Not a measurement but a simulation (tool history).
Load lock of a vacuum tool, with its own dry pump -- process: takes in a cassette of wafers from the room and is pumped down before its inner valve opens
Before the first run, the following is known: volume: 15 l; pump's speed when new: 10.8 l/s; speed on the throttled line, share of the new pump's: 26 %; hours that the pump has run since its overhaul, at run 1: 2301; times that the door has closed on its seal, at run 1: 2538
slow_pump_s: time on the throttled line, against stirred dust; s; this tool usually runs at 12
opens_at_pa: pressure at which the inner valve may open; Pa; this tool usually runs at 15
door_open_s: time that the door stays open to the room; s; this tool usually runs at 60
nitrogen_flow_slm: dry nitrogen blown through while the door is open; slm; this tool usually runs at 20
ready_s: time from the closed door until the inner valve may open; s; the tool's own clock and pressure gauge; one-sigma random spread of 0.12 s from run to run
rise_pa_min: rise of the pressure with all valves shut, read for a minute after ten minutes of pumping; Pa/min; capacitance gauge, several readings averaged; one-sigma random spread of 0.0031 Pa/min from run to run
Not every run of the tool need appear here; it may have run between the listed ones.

run,hour,slow_pump_s,opens_at_pa,door_open_s,nitrogen_flow_slm,hours that the pump has run since its overhaul,times that the door has closed on its seal,"incoming humidity of the room's air, %",ready_s,rise_pa_min
1,0,12,15,60,20,2301,2538,42.5,21.3,0.105
2,98,12,15,60,20,2399,2766,44.5,21.7,0.095
3,162.5,12,15,60,20,2464,2916,46.1,21.5,0.109
4,217.3,12,15,60,20,2519,3043,48.1,21.5,0.109
5,348.2,12,15,60,20,2649,3348,46.4,21.5,0.105
6,447.7,12,14,60,20,2749,3580,48.4,21.5,0.115
7,564.5,12,14,60,20,2866,3851,42.7,21.6,0.105
8,678,12,14,60,20,2979,4115,42.2,21.7,0.11
9,757.6,12,15,60,26,3059,4301,46.3,21.3,0.111
10,886.9,12,15,60,4,3188,4602,44.4,21.6,0.145
11,963.8,12,15,60,4,3265,4781,43.4,21.4,0.147
12,1066,12,15,60,4,3367,5019,47.2,21.5,0.162
13,1164.1,12,15,60,4,3465,5247,44.4,21.7,0.156
14,1252.2,12,15,29,20,3553,5452,44.7,21.6,0.098
15,1330,12,15,29,20,3631,5633,43,21.7,0.1
16,1447.3,12,15,29,20,3749,5906,47.1,21.8,0.109
17,1569.6,12,17,29,20,3871,6191,44.8,21.2,0.113
18,1671.6,12,17,29,20,3973,6428,47,21.5,0.119
19,1773.3,12,17,29,20,4075,6665,47.9,21.6,0.125
20,1856,12,17,29,20,4157,6857,44.2,21.5,0.12
21,1914.2,12,17,29,20,4215,6993,43.6,21.2,0.122
22,1971.5,12,17,29,20,4273,7126,44.6,21.4,0.121
23,2077.4,12,17,29,20,4379,7373,44.9,21.4,0.128
24,2149.8,11,15,60,22,4451,7541,43.8,21,0.152
25,2260.7,21,11,114,20,4562,7799,47.5,28.6,0.209
26,2360.9,12,24,60,4,4662,8032,44.5,21,0.196
27,2483.4,12,15,48,9,4785,8318,47,21.7,0.179
28,2564.5,12,13,69,6,4866,8506,45.6,22,0.206
29,2626.7,12,13,69,6,4928,8651,43,21.9,0.205
30,2703.1,12,13,69,6,5004,8829,47.8,21.8,0.217
31,2806.8,12,13,69,6,5108,9070,46.5,22,0.227
32,2889.3,19,13,73,6,5191,9262,45.7,27,0.227
33,2944.2,19,13,168,6,5245,9390,40.9,27.1,0.303
34,3001.9,12,13,60,20,5303,9524,42.5,21.8,0.193
35,3115.5,12,30,60,20,5417,9789,44.6,20.8,0.199
36,3206.9,12,30,60,20,5508,10002,42.4,21,0.193
37,3267.3,7,30,60,20,5568,10142,45.5,17.1,0.195

Forecast each of these 4 alternatives for the next run:
A,3331.6,15,22,60,20,5633,10292,44.1,?,?
B,3331.6,7,30,40,20,5633,10292,42.8,?,?
C,3331.6,11,30,210,20,5633,10292,46.7,?,?
D,3331.6,7,10,45,20,5633,10292,41.5,?,?

run,ready_s,rise_pa_min
A,23.4,0.205
B,17.1,0.182
C,20.1,0.305
D,18.7,0.181
Without the tool's hidden state the same runs would have given:
run,ready_s,rise_pa_min
A,22.9,0.079
B,16.5,0.054
C,19.6,0.178
D,18.1,0.054

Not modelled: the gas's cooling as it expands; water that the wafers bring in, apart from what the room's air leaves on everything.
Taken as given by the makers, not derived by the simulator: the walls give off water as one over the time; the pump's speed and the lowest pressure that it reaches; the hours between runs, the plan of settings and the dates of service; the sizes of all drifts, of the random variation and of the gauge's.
